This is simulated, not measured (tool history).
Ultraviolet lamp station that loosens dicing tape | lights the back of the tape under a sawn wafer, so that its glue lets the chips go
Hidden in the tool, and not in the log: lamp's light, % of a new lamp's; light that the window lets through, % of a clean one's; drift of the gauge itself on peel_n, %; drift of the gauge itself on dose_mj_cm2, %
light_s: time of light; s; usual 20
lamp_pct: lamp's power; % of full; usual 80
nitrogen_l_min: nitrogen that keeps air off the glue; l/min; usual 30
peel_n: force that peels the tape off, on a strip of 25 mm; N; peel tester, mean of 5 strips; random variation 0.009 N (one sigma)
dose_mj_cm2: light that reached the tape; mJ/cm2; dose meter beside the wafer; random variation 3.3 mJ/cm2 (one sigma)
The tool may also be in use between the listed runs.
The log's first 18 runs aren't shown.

run    hour  light_s  lamp_pct  nitrogen_l_min  hours of work of the lamp  hours of work since the window was cleaned  peel_n  dose_mj_cm2
 19   723.2       34        80              30                        398                                          92   0.204          785
 20   785.1       20        78              30                        426                                         120   0.489          445
 21   825.3       20        78              30                        444                                         138   0.476          441
 22   876.2       20        78              30                        467                                         161   0.485          429
 23   916.4       32        86              35                        485                                         179    0.21          755
 24   952.9       10        80              30                        502                                         196   1.163          217
 25   988.4       10        63              27                        518                                         212   1.475          170
 26  1051.4       10        63              27                        546                                         240   1.452          167
     1075.7  -- window cleaned of glue's vapour
 27  1078.3       10        63              27                        558                                           1   1.398          180
 28  1107.8       17        65              30                        571                                          14    0.75          315
 29  1151.5       14        78              59                        591                                          34   0.604          313
 30  1206.6       14        93              27                        616                                          59   0.677          360
 31  1237.7       17        84              17                        630                                          73   0.754          397
 32  1270.7       19        80              30                        645                                          88   0.531          420
 33  1326.3       35        80              18                        670                                         113   0.286          749
 34  1365.3       21        80              28                        687                                         131   0.485          451
 35  1412.6       16       100              41                        709                                         152   0.442          421
 36  1475.1       23        74              20                        737                                         180   0.609          444
 37  1528.5       23        74              20                        761                                         204   0.611          435
 38  1572.9       36        78              30                        781                                         224   0.245          705
 39  1609.1       24        78              25                        797                                         241   0.491          476
     1629.6  -- window cleaned of glue's vapour
 40  1657.1       12        93              10                        819                                          12   1.249          299
 41  1713.8       12        93              10                        844                                          38   1.266          298
 42  1758.5       12        93              10                        865                                          58   1.251          292
 43  1789.9       12        93              10                        879                                          72   1.299          290

4 ways to go on from here, each from the tool as it stands after run 43. What would each give?
  A  1823.8       25        64               9                        894                                          88       ?            ?
  B  1823.8       21        80              45                        894                                          88       ?            ?
  C  1823.8       15        75              30                        894                                          88       ?            ?
  D  1823.8       14       100              43                        894                                          88       ?            ?

run  peel_n  dose_mj_cm2
  A   0.969          408
  B   0.415          436
  C   0.857          290
  D   0.539          359
Without the tool's hidden state the same runs would have given:
run  peel_n  dose_mj_cm2
  A   0.726          521
  B   0.287          555
  C   0.628          370
  D   0.374          458
